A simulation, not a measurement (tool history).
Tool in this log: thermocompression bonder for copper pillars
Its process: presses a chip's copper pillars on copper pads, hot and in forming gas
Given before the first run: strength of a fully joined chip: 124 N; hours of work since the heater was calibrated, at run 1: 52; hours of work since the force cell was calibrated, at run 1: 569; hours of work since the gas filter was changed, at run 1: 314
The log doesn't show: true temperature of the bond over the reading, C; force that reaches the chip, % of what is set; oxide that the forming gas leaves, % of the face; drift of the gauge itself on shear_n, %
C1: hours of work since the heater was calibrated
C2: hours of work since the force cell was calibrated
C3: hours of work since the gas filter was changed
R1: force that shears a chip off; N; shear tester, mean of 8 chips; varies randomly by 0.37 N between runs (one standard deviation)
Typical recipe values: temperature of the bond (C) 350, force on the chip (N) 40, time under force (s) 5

{"run": 1, "day": 0.0, "temperature of the bond (C)": 350, "force on the chip (N)": 40, "time under force (s)": 5, "C1": 52, "C2": 569, "C3": 314, "R1": 81.3}
{"run": 2, "day": 1.338, "temperature of the bond (C)": 350, "force on the chip (N)": 58, "time under force (s)": 5, "C1": 77, "C2": 594, "C3": 339, "R1": 95.5}
{"day": 2.225, "done": "forming gas filter changed"}
{"run": 3, "day": 2.871, "temperature of the bond (C)": 350, "force on the chip (N)": 58, "time under force (s)": 5, "C1": 106, "C2": 622, "C3": 12, "R1": 99.4}
{"run": 4, "day": 4.104, "temperature of the bond (C)": 350, "force on the chip (N)": 58, "time under force (s)": 5, "C1": 129, "C2": 646, "C3": 35, "R1": 99.1}
{"run": 5, "day": 6.15, "temperature of the bond (C)": 350, "force on the chip (N)": 58, "time under force (s)": 5, "C1": 168, "C2": 684, "C3": 74, "R1": 98.5}
{"run": 6, "day": 7.479, "temperature of the bond (C)": 350, "force on the chip (N)": 58, "time under force (s)": 5, "C1": 193, "C2": 710, "C3": 99, "R1": 98}
{"run": 7, "day": 9.117, "temperature of the bond (C)": 350, "force on the chip (N)": 58, "time under force (s)": 5, "C1": 224, "C2": 741, "C3": 130, "R1": 98.2}
{"run": 8, "day": 11.483, "temperature of the bond (C)": 350, "force on the chip (N)": 40, "time under force (s)": 11, "C1": 269, "C2": 785, "C3": 175, "R1": 99.8}
{"run": 9, "day": 13.271, "temperature of the bond (C)": 350, "force on the chip (N)": 40, "time under force (s)": 11, "C1": 303, "C2": 819, "C3": 209, "R1": 98.4}
{"run": 10, "day": 15.996, "temperature of the bond (C)": 350, "force on the chip (N)": 40, "time under force (s)": 5, "C1": 354, "C2": 871, "C3": 260, "R1": 83.2}
{"run": 11, "day": 17.108, "temperature of the bond (C)": 335, "force on the chip (N)": 40, "time under force (s)": 5, "C1": 375, "C2": 892, "C3": 281, "R1": 76.7}
{"run": 12, "day": 18.958, "temperature of the bond (C)": 320, "force on the chip (N)": 40, "time under force (s)": 5, "C1": 410, "C2": 927, "C3": 316, "R1": 70.2}
{"day": 20.971, "done": "forming gas filter changed"}
{"run": 13, "day": 21.196, "temperature of the bond (C)": 320, "force on the chip (N)": 40, "time under force (s)": 5, "C1": 452, "C2": 968, "C3": 4, "R1": 72.2}
{"day": 22.579, "done": "force cell calibrated"}
{"run": 14, "day": 23.738, "temperature of the bond (C)": 320, "force on the chip (N)": 40, "time under force (s)": 5, "C1": 499, "C2": 22, "C3": 51, "R1": 70.3}
{"run": 15, "day": 25.621, "temperature of the bond (C)": 320, "force on the chip (N)": 40, "time under force (s)": 5, "C1": 534, "C2": 58, "C3": 87, "R1": 70.4}
{"run": 16, "day": 26.912, "temperature of the bond (C)": 338, "force on the chip (N)": 40, "time under force (s)": 5, "C1": 559, "C2": 82, "C3": 111, "R1": 78.2}
{"run": 17, "day": 28.6, "temperature of the bond (C)": 338, "force on the chip (N)": 56, "time under force (s)": 5, "C1": 591, "C2": 114, "C3": 143, "R1": 92.6}
{"run": 18, "day": 29.95, "temperature of the bond (C)": 338, "force on the chip (N)": 56, "time under force (s)": 5, "C1": 616, "C2": 139, "C3": 169, "R1": 92.7}
{"run": 19, "day": 31.558, "temperature of the bond (C)": 338, "force on the chip (N)": 56, "time under force (s)": 5, "C1": 647, "C2": 170, "C3": 199, "R1": 91.9}
{"run": 20, "day": 33.275, "temperature of the bond (C)": 338, "force on the chip (N)": 56, "time under force (s)": 5, "C1": 679, "C2": 202, "C3": 231, "R1": 91.4}
{"run": 21, "day": 34.425, "temperature of the bond (C)": 338, "force on the chip (N)": 50, "time under force (s)": 7, "C1": 701, "C2": 224, "C3": 253, "R1": 94.3}
{"day": 34.738, "done": "heater calibrated with a thermocouple chip"}
{"run": 22, "day": 35.946, "temperature of the bond (C)": 338, "force on the chip (N)": 50, "time under force (s)": 7, "C1": 23, "C2": 251, "C3": 280, "R1": 94.7}
{"run": 23, "day": 38.175, "temperature of the bond (C)": 338, "force on the chip (N)": 50, "time under force (s)": 7, "C1": 65, "C2": 293, "C3": 322, "R1": 94.7}
{"run": 24, "day": 39.733, "temperature of the bond (C)": 350, "force on the chip (N)": 27, "time under force (s)": 5, "C1": 94, "C2": 323, "C3": 352, "R1": 66.7}
{"day": 39.992, "done": "forming gas filter changed"}
{"run": 25, "day": 41.912, "temperature of the bond (C)": 350, "force on the chip (N)": 27, "time under force (s)": 5, "C1": 135, "C2": 363, "C3": 36, "R1": 69.4}
{"day": 43.021, "done": "heater calibrated with a thermocouple chip, once more"}
{"run": 26, "day": 44.15, "temperature of the bond (C)": 350, "force on the chip (N)": 27, "time under force (s)": 5, "C1": 21, "C2": 404, "C3": 77, "R1": 66.1}
{"run": 27, "day": 46.688, "temperature of the bond (C)": 322, "force on the chip (N)": 42, "time under force (s)": 5, "C1": 69, "C2": 452, "C3": 125, "R1": 72.8}
{"run": 28, "day": 49.062, "temperature of the bond (C)": 322, "force on the chip (N)": 42, "time under force (s)": 5, "C1": 114, "C2": 497, "C3": 170, "R1": 72.8}
{"run": 29, "day": 50.3, "temperature of the bond (C)": 322, "force on the chip (N)": 42, "time under force (s)": 5, "C1": 138, "C2": 520, "C3": 193, "R1": 72.5}
{"run": 30, "day": 52.825, "temperature of the bond (C)": 363, "force on the chip (N)": 26, "time under force (s)": 3, "C1": 185, "C2": 568, "C3": 241, "R1": 57.7}
{"run": 31, "day": 54.533, "temperature of the bond (C)": 363, "force on the chip (N)": 26, "time under force (s)": 3, "C1": 218, "C2": 600, "C3": 273, "R1": 57.6}
{"run": 32, "day": 55.867, "temperature of the bond (C)": 363, "force on the chip (N)": 26, "time under force (s)": 3, "C1": 243, "C2": 626, "C3": 299, "R1": 58}
{"run": 33, "day": 57.4, "temperature of the bond (C)": 347, "force on the chip (N)": 26, "time under force (s)": 10, "C1": 272, "C2": 655, "C3": 327, "R1": 77.8}
{"day": 58.879, "done": "forming gas filter changed"}
{"run": 34, "day": 60.042, "temperature of the bond (C)": 336, "force on the chip (N)": 28, "time under force (s)": 4, "C1": 321, "C2": 704, "C3": 22, "R1": 58.6}
{"run": 35, "day": 61.833, "temperature of the bond (C)": 360, "force on the chip (N)": 24, "time under force (s)": 3, "C1": 355, "C2": 738, "C3": 56, "R1": 56.1}
{"run": 36, "day": 63.158, "temperature of the bond (C)": 375, "force on the chip (N)": 26, "time under force (s)": 3, "C1": 380, "C2": 763, "C3": 81, "R1": 64.2}
{"run": 37, "day": 65.725, "temperature of the bond (C)": 377, "force on the chip (N)": 40, "time under force (s)": 5, "C1": 429, "C2": 812, "C3": 129, "R1": 94.7}
{"run": 38, "day": 66.846, "temperature of the bond (C)": 347, "force on the chip (N)": 50, "time under force (s)": 3, "C1": 450, "C2": 833, "C3": 151, "R1": 80.8}

5 options for the next run, each taken on its own from the tool as it stands now. Forecast them:
{"run": "A", "day": 69.504, "temperature of the bond (C)": 350, "force on the chip (N)": 58, "time under force (s)": 5, "C1": 500, "C2": 883, "C3": 201, "R1": "?"}
{"run": "B", "day": 69.504, "temperature of the bond (C)": 327, "force on the chip (N)": 59, "time under force (s)": 4, "C1": 500, "C2": 883, "C3": 201, "R1": "?"}
{"run": "C", "day": 69.504, "temperature of the bond (C)": 325, "force on the chip (N)": 28, "time under force (s)": 9, "C1": 500, "C2": 883, "C3": 201, "R1": "?"}
{"run": "D", "day": 69.504, "temperature of the bond (C)": 347, "force on the chip (N)": 51, "time under force (s)": 3, "C1": 500, "C2": 883, "C3": 201, "R1": "?"}
{"run": "E", "day": 69.504, "temperature of the bond (C)": 353, "force on the chip (N)": 31, "time under force (s)": 8, "C1": 500, "C2": 883, "C3": 201, "R1": "?"}

run=A R1=98.6
run=B R1=86.5
run=C R1=71.1
run=D R1=82.4
run=E R1=85.2
The same runs, with their run-to-run variation unchanged, on a tool lacking any hidden condition would have given:
run=A R1=96.9
run=B R1=83.8
run=C R1=68.1
run=D R1=79.6
run=E R1=82.6

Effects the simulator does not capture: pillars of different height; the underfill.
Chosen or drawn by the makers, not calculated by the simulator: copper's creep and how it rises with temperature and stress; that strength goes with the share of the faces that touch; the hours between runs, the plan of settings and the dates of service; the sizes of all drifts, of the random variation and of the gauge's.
